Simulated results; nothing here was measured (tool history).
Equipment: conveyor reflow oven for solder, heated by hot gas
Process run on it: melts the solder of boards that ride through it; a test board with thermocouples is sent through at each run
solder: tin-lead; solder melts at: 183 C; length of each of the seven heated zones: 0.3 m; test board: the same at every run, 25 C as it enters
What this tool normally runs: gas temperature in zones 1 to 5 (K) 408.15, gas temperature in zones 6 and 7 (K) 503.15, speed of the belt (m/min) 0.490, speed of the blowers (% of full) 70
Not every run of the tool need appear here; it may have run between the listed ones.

run,day,gas temperature in zones 1 to 5 (K),gas temperature in zones 6 and 7 (K),speed of the belt (m/min),speed of the blowers (% of full),highest temperature of the board (K),time above the solder's melting point (s)
1,0.000,408.15,503.15,0.490,70,483.45,47.8
2,0.662,408.15,503.15,0.517,70,481.25,42.7
# day 1.508: flux residue cleaned out of gas plates and filters
3,1.542,408.15,503.15,0.490,70,483.65,47.6
4,2.012,408.15,503.15,0.490,70,483.25,47.1
5,2.646,408.15,503.15,0.490,70,483.45,47.8
6,3.046,408.15,503.15,0.490,70,483.45,47.1
7,3.475,408.15,503.15,0.490,53,475.35,37.3
8,3.921,408.15,503.15,0.490,53,476.15,37.3
9,4.238,416.15,503.15,0.490,70,485.05,51.6
10,4.742,408.15,503.15,0.490,70,483.05,47.8
11,5.400,408.15,503.15,0.490,70,483.05,47.5
12,5.954,402.15,503.15,0.461,80,487.85,53.9
13,6.608,402.15,509.15,0.461,80,493.05,57.4
14,6.988,402.15,509.15,0.461,80,492.55,57.3
15,7.508,408.15,497.15,0.391,71,485.35,64.1
16,7.962,408.15,497.15,0.391,71,485.45,64.3
17,8.533,408.15,500.15,0.503,70,480.35,42.9
18,8.933,408.15,505.15,0.490,70,485.25,49.3
19,9.454,402.15,516.15,0.482,58,487.75,49.3

Consider 3 possible next runs. They are alternatives, not a sequence: every one starts from the tool as it was left by run 19. What does each give?
A,9.738,399.15,503.15,0.510,70,?,?
B,9.738,417.15,518.15,0.490,70,?,?
C,9.738,408.15,503.15,0.583,60,?,?

run,highest temperature of the board (K),time above the solder's melting point (s)
A,480.15,39.4
B,497.85,61.9
C,472.25,26.7
Had the tool no hidden state, the same runs would have come out as:
run,highest temperature of the board (K),time above the solder's melting point (s)
A,480.15,39.4
B,497.85,61.9
C,472.35,26.8

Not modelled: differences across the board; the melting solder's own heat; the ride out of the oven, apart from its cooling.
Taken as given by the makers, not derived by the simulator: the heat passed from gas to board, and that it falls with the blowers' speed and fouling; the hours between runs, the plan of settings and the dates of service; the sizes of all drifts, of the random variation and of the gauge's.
